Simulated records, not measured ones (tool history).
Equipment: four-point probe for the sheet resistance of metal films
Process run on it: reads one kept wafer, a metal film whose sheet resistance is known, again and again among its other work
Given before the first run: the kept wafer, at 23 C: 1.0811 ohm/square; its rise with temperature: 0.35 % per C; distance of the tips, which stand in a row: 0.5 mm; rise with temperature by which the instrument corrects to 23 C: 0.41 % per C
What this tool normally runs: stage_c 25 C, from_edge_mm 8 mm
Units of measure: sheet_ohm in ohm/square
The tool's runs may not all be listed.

run	hour	stage_c	from_edge_mm	sheet_ohm
1	0.0	25	8	1.079715
2	38.9	25	6	1.081568
3	88.3	25	5	1.083581
4	146.5	25	5	1.083377
5	174.7	25	5	1.083508
6	232.1	25	5	1.083715
7	275.5	25	74	1.077813
8	331.3	25	74	1.077793
9	368.1	25	74	1.078069
10	428.8	29	8	1.077676
11	479.5	29	8	1.077722
12	522.7	29	8	1.077710
# hour 527.4: stage's thermometer calibrated
13	573.4	29	8	1.077776
14	604.5	29	8	1.077565
# hour 625.4: stage's thermometer calibrated, once more
15	640.9	25	8	1.081277
16	690.7	25	8	1.081171
17	730.1	25	8	1.081407
18	790.0	25	8	1.081305
19	824.7	25	8	1.081029
20	881.4	25	8	1.081626
21	932.0	25	8	1.081562
22	980.8	25	8	1.081119
23	1023.8	27	10	1.079396
24	1057.9	27	10	1.079634
25	1103.7	29	4	1.085941
26	1142.0	29	19	1.077633
27	1208.7	22	48	1.081347
28	1274.4	25	72	1.079728
29	1308.5	25	72	1.079645
30	1348.0	25	8	1.081931
31	1402.1	25	8	1.082299
32	1469.4	21	55	1.082540
33	1531.5	23	20	1.081279
34	1590.1	23	20	1.081635
35	1637.6	23	6	1.085265
36	1697.2	21	27	1.082894
37	1746.5	21	27	1.082754
38	1797.8	23	33	1.081365
39	1844.9	23	4	1.090557
40	1895.9	24	9	1.082766
41	1924.9	24	26	1.080963
42	1958.7	24	26	1.081211
43	2017.8	30	6	1.081236
44	2068.7	35	18	1.074411

Each row is a separate what-if for the run after 44, all from the same tool condition, not one after another. Results?
A	2124.6	35	56	?
B	2124.6	22	7	?
C	2124.6	18	12	?
D	2124.6	25	74	?

run	sheet_ohm
A	1.074120
B	1.085261
C	1.085476
D	1.080768
What these runs would have given with no unlogged condition in the tool:
run	sheet_ohm
A	1.073537
B	1.084695
C	1.084917
D	1.080199
